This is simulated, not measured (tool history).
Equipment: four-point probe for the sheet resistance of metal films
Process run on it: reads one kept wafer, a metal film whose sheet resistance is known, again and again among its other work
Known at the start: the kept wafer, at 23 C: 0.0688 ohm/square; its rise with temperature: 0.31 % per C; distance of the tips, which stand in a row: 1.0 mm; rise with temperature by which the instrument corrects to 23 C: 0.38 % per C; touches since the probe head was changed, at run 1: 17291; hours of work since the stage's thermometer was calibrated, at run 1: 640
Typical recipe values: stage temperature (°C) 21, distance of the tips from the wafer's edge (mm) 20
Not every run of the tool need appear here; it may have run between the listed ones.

run   hour  stage temperature (°C)  distance of the tips from the wafer's edge (mm)  touches since the probe head was changed  hours of work since the stage's thermometer was calibrated  sheet resistance as the instrument gives it (ohm/square)
  1      0                      21                                               20                                     17291                                                         640                                                   0.06902
  2     15                      21                                               20                                     17612                                                         649                                                  0.068971
  3   26.1                      21                                               20                                     17848                                                         655                                                  0.068983
  4     39                      21                                               20                                     18121                                                         663                                                  0.068992
  5   60.4                      21                                               20                                     18578                                                         676                                                  0.068998
  6   81.3                      21                                               20                                     19022                                                         688                                                   0.06899
  7   98.2                      21                                               20                                     19382                                                         698                                                  0.068985
  8  113.1                      32                                               20                                     19700                                                         707                                                  0.068523
  9  133.7                      29                                               20                                     20138                                                         719                                                  0.068671
 10  153.3                      29                                               20                                     20556                                                         731                                                  0.068644
 11  164.7                      29                                               20                                     20799                                                         737                                                  0.068614
 12  175.8                      21                                               13                                     21036                                                         744                                                  0.069121
 13  187.8                      21                                               13                                     21290                                                         751                                                  0.069113
 14    199                      27                                               13                                     21528                                                         758                                                  0.068856
 15  219.8                      21                                               26                                     21973                                                         770                                                  0.068982
 16  239.8                      21                                               26                                     22399                                                         782                                                  0.068979
     241.7  -- stage's thermometer calibrated
 17  261.4                      21                                               26                                     22847                                                          12                                                  0.068945
 18  272.8                      21                                               26                                     23090                                                          18                                                  0.068945
 19  289.3                      21                                               20                                     23441                                                          28                                                  0.069004
 20  310.4                      21                                               20                                     23891                                                          41                                                  0.069004
 21  328.8                      21                                               20                                     24282                                                          52                                                  0.068998
 22  339.7                      32                                               20                                     24516                                                          58                                                  0.068503
 23  351.9                      32                                               20                                     24774                                                          65                                                  0.068536
 24  364.6                      34                                               19                                     25046                                                          73                                                  0.068431
     370.2  -- stage's thermometer calibrated, once more
 25  383.9                      34                                               19                                     25446                                                           8                                                  0.068412
 26  405.6                      24                                               37                                     25909                                                          21                                                  0.068774
 27  427.3                      34                                               15                                     26370                                                          34                                                  0.068472
 28  445.9                      20                                               25                                     26767                                                          45                                                  0.069006
 29  457.2                      20                                               25                                     27007                                                          52                                                  0.068996
 30  476.7                      20                                               25                                     27422                                                          63                                                  0.068986
 31  489.2                      27                                               34                                     27688                                                          70                                                  0.068643
 32  506.9                      34                                                4                                     28066                                                          81                                                  0.070518
 33  523.9                      35                                                5                                     28427                                                          91                                                  0.069718
 34    543                      20                                               10                                     28834                                                         102                                                  0.069296
 35  552.3                      31                                               20                                     29032                                                         108                                                  0.068521
 36  566.1                      32                                               60                                     29327                                                         116                                                  0.068418
 37  585.4                      22                                               62                                     29737                                                         127                                                    0.0688
 38  602.4                      20                                               26                                     30100                                                         138                                                  0.068969
 39    618                      21                                                5                                     30432                                                         147                                                  0.070344
 40  635.6                      29                                               24                                     30806                                                         157                                                  0.068561
 41    653                      30                                               75                                     31177                                                         167                                                  0.068441
 42  673.8                      30                                               75                                     31620                                                         180                                                  0.068467
 43  684.4                      30                                               75                                     31845                                                         186                                                  0.068476
 44  701.4                      22                                               32                                     32208                                                         196                                                  0.068885
 45  718.2                      20                                               66                                     32565                                                         206                                                  0.068925

Below, some changes in sheet resistance as the instrument gives it (ohm/square) between adjacent runs. For each, the amount present without the hidden state too (settings, incoming material, random variation) and the amount remaining for the hidden state with gauge scatter not shared by both compared results:
What the log doesn't record here: inner tips' distance over the nominal, %; tips' flats over new ones', %; wafer's true temperature over the reading, C; drift of the gauge itself on sheet_ohm, %.
Run 8 -> 9: stage temperature (°C) 32 -> 29. sheet resistance as the instrument gives it (ohm/square) +0.000148: hidden state -0.000002, all else +0.00015.
Run 16 -> 17: stage's thermometer calibrated. sheet resistance as the instrument gives it (ohm/square) -0.000034: hidden state +0.000004, all else -0.000038.
Run 24 -> 25: stage's thermometer calibrated, once more. sheet resistance as the instrument gives it (ohm/square) -0.000019: hidden state -0.000021, all else +0.000002.
Run 31 -> 32: stage temperature (°C) 27 -> 34, distance of the tips from the wafer's edge (mm) 34 -> 4. sheet resistance as the instrument gives it (ohm/square) +0.001875: hidden state -0.000002, all else +0.001877.
Run 38 -> 39: stage temperature (°C) 20 -> 21, distance of the tips from the wafer's edge (mm) 26 -> 5. sheet resistance as the instrument gives it (ohm/square) +0.001375: hidden state +0, all else +0.001375.
Run 39 -> 40: stage temperature (°C) 21 -> 29, distance of the tips from the wafer's edge (mm) 5 -> 24. sheet resistance as the instrument gives it (ohm/square) -0.001783: hidden state -0.000001, all else -0.001782.
